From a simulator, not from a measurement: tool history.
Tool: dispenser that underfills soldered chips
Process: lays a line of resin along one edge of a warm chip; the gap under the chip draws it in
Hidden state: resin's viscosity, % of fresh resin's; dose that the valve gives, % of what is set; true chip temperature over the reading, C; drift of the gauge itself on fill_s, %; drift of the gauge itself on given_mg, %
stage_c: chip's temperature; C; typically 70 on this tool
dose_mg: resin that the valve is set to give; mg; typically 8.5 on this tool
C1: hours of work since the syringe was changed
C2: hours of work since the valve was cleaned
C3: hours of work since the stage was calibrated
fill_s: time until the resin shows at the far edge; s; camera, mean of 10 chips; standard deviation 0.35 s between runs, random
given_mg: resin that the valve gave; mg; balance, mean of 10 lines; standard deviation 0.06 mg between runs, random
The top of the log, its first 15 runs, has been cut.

At hour 93.7: new syringe of resin.
Run 16, hour 94.6: usual settings but stage_c 83 C; C1 1; C2 42; C3 187. Result: fill_s 11.9 s, given_mg 8.18 mg.
Run 17, hour 101.3: usual settings but stage_c 83 C; C1 6; C2 47; C3 192. Result: fill_s 17 s, given_mg 8.41 mg.
Run 18, hour 107.1: usual settings but stage_c 83 C; C1 11; C2 52; C3 197. Result: fill_s 23.8 s, given_mg 8.23 mg.
At hour 108: new syringe of resin.
Run 19, hour 112.4: usual settings but stage_c 78 C, dose_mg 8.14 mg; C1 3; C2 56; C3 201. Result: fill_s 17.9 s, given_mg 7.77 mg.
Run 20, hour 118.4: usual settings but stage_c 78 C, dose_mg 8.14 mg; C1 8; C2 60; C3 205. Result: fill_s 25 s, given_mg 7.77 mg.
At hour 122.1: new syringe of resin.
Run 21, hour 127.2: usual settings but stage_c 78 C, dose_mg 7.87 mg; C1 4; C2 67; C3 212. Result: fill_s 18.7 s, given_mg 7.47 mg.
Run 22, hour 135.8: usual settings but stage_c 82 C, dose_mg 8.83 mg; C1 11; C2 74; C3 219. Result: fill_s 25.7 s, given_mg 8.45 mg.
At hour 136.7: new syringe of resin.
Run 23, hour 143.2: usual settings but stage_c 82 C, dose_mg 8.83 mg; C1 5; C2 79; C3 224. Result: fill_s 16.7 s, given_mg 8.41 mg.
Run 24, hour 147.6: usual settings but stage_c 60 C, dose_mg 8.83 mg; C1 9; C2 83; C3 228. Result: fill_s 53.1 s, given_mg 8.47 mg.
At hour 151.3: new syringe of resin.
Run 25, hour 154.9: usual settings but dose_mg 7.29 mg; C1 3; C2 88; C3 233. Result: fill_s 24.4 s, given_mg 6.97 mg.
Run 26, hour 161: usual settings but stage_c 84 C, dose_mg 9.75 mg; C1 8; C2 93; C3 238. Result: fill_s 18.6 s, given_mg 9.17 mg.
At hour 166.2: new syringe of resin.
Run 27, hour 168.9: usual settings but stage_c 84 C, dose_mg 9.75 mg; C1 2; C2 99; C3 244. Result: fill_s 12.1 s, given_mg 9.25 mg.
Run 28, hour 173: usual settings but stage_c 58 C, dose_mg 9.54 mg; C1 5; C2 102; C3 247. Result: fill_s 47.1 s, given_mg 8.94 mg.
Run 29, hour 177: usual settings but stage_c 58 C, dose_mg 9.54 mg; C1 8; C2 105; C3 250. Result: fill_s 57.2 s, given_mg 9.02 mg.
At hour 180.3: new syringe of resin.
Run 30, hour 184.4: usual settings but stage_c 58 C, dose_mg 9.54 mg; C1 3; C2 111; C3 256. Result: fill_s 41 s, given_mg 8.83 mg.
Run 31, hour 189.9: usual settings but stage_c 69 C; C1 8; C2 115; C3 260. Result: fill_s 33.7 s, given_mg 7.93 mg.
At hour 194.8: new syringe of resin.
Run 32, hour 195.4: usual settings but dose_mg 10.04 mg; C1 0; C2 119; C3 264. Result: fill_s 19.4 s, given_mg 9.31 mg.
Run 33, hour 202.6: usual settings but stage_c 74 C, dose_mg 9.7 mg; C1 6; C2 125; C3 270. Result: fill_s 24.8 s, given_mg 9.02 mg.

Estimate the outcome of run 34 from the log above:
At hour 208.9: new syringe of resin.
Run 34, hour 210.9: usual settings but stage_c 63 C, dose_mg 7.65 mg; C1 2; C2 131; C3 276. Result: fill_s ?, given_mg ?.

Run 34 gave fill_s 30 s, given_mg 6.9 mg.
Without the tool's hidden state the same run would have given fill_s 24.3 s, given_mg 7.5 mg.

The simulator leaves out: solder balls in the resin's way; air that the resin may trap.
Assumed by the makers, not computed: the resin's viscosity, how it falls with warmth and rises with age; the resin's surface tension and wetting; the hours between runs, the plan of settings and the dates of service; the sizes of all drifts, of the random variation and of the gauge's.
